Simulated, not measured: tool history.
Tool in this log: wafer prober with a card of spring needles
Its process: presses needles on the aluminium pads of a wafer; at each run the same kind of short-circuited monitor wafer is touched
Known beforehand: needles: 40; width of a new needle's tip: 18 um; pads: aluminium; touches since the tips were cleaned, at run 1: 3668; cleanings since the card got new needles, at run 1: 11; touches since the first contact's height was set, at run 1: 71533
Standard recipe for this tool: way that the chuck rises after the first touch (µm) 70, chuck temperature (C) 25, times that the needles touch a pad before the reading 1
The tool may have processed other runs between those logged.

| run | day | way that the chuck rises after the first touch (µm) | chuck temperature (C) | times that the needles touch a pad before the reading | touches since the tips were cleaned | cleanings since the card got new needles | touches since the first contact's height was set | resistance of one needle with its contact and lead (mohm) | way that a needle slides on the pad (µm) |
|---|---|---|---|---|---|---|---|---|---|
| 1 | 0.000 | 70 | 25 | 1 | 3668 | 11 | 71533 | 132 | 19.20 |
|  | 0.342 | tips cleaned on abrasive film |
|  | 1.200 | tips cleaned on abrasive film |
| 2 | 1.450 | 70 | 25 | 1 | 1768 | 13 | 81752 | 129 | 19.22 |
|  | 2.138 | tips cleaned on abrasive film |
| 3 | 2.438 | 70 | 25 | 1 | 2116 | 14 | 88707 | 130 | 19.23 |
|  | 3.004 | tips cleaned on abrasive film |
| 4 | 3.138 | 70 | 25 | 1 | 943 | 15 | 93641 | 130 | 19.20 |
|  | 3.896 | tips cleaned on abrasive film |
| 5 | 3.896 | 70 | 25 | 2 | 0 | 16 | 98969 | 131 | 19.19 |
|  | 4.308 | height of the first contact set anew |
|  | 4.808 | tips cleaned on abrasive film |
| 6 | 5.242 | 70 | 25 | 1 | 3076 | 17 | 6588 | 128 | 19.21 |
|  | 5.733 | tips cleaned on abrasive film |
|  | 6.621 | tips cleaned on abrasive film |
| 7 | 6.700 | 70 | 25 | 1 | 565 | 19 | 16847 | 131 | 19.20 |
|  | 7.533 | tips cleaned on abrasive film |
| 8 | 8.267 | 70 | 25 | 1 | 5182 | 20 | 27900 | 130 | 19.21 |
|  | 8.383 | tips cleaned on abrasive film |
| 9 | 8.954 | 70 | 25 | 1 | 4040 | 21 | 32758 | 130 | 19.21 |
|  | 9.308 | tips cleaned on abrasive film |
|  | 10.154 | tips cleaned on abrasive film |
| 10 | 10.304 | 70 | 25 | 1 | 1076 | 23 | 42268 | 132 | 19.21 |
|  | 11.104 | tips cleaned on abrasive film |
| 11 | 11.825 | 70 | 25 | 1 | 5100 | 24 | 53000 | 130 | 19.20 |
|  | 11.954 | tips cleaned on abrasive film |
| 12 | 12.717 | 70 | 65 | 1 | 5395 | 25 | 59278 | 139 | 19.26 |
|  | 12.838 | tips cleaned on abrasive film |
|  | 13.742 | tips cleaned on abrasive film |
| 13 | 13.883 | 70 | 25 | 1 | 1027 | 27 | 67505 | 133 | 19.22 |
| 14 | 14.542 | 70 | 25 | 1 | 5688 | 27 | 72166 | 127 | 19.20 |
|  | 14.650 | tips cleaned on abrasive film |
|  | 15.562 | tips cleaned on abrasive film |
| 15 | 16.121 | 70 | 25 | 1 | 3937 | 29 | 83275 | 133 | 19.20 |
|  | 16.467 | tips cleaned on abrasive film |
|  | 17.312 | tips cleaned on abrasive film |
| 16 | 17.621 | 70 | 25 | 1 | 2188 | 31 | 93844 | 133 | 19.19 |
|  | 18.225 | tips cleaned on abrasive film |
|  | 18.779 | height of the first contact set anew |
| 17 | 18.983 | 70 | 25 | 1 | 5294 | 32 | 1452 | 128 | 19.21 |

Expected results for the next run?
|  | 19.075 | tips cleaned on abrasive film |
|  | 19.917 | tips cleaned on abrasive film |
| 18 | 20.554 | 70 | 117 | 2 | 4532 | 34 | 12528 | ? | ? |

{"run 18": {"resistance of one needle with its contact and lead (mohm)": 149, "way that a needle slides on the pad (µm)": 19.22}}
On a tool with no hidden condition, and with the same random variation, this run would have come out at resistance of one needle with its contact and lead (mohm) 149, way that a needle slides on the pad (µm) 19.22.
